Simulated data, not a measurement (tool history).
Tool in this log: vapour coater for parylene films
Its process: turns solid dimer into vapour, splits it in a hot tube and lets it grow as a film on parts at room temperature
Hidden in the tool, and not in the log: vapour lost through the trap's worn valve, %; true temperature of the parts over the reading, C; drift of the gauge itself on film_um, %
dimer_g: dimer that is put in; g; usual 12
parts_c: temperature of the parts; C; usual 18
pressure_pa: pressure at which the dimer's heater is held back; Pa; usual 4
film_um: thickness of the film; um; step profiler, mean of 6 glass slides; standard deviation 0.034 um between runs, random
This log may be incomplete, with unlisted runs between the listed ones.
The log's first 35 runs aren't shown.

run,day,dimer_g,parts_c,pressure_pa,hours of work since the trap's valve was overhauled,hours of work since the table's thermometer was calibrated,film_um
36,38.108,12,23,2.8,482,917,4.89
37,39.429,8,19,11.65,498,933,3.36
38,40.7,8,19,11.65,514,949,3.35
39,41.554,8,23,4,524,959,3.12
40,42.746,18,21,11.03,539,974,7.02
41,44.283,10,14,8.71,558,993,5.13
42,45.812,10,14,8.71,577,1012,5.08
43,46.492,12,18,6.92,585,1020,5.4
44,47.221,12,18,6.92,594,1029,5.38
45,48.646,18,13,4,612,1047,10.18

3 options for the next run, each taken on its own from the tool as it stands now. Forecast them:
A,49.458,12,14,4,622,1057,?
B,49.458,7,18,4,622,1057,?
C,49.458,15,10,7.62,622,1057,?

run,film_um
A,6.48
B,3.29
C,8.84
With no hidden state in the tool, these same runs would have given:
run,film_um
A,7.24
B,3.68
C,9.87

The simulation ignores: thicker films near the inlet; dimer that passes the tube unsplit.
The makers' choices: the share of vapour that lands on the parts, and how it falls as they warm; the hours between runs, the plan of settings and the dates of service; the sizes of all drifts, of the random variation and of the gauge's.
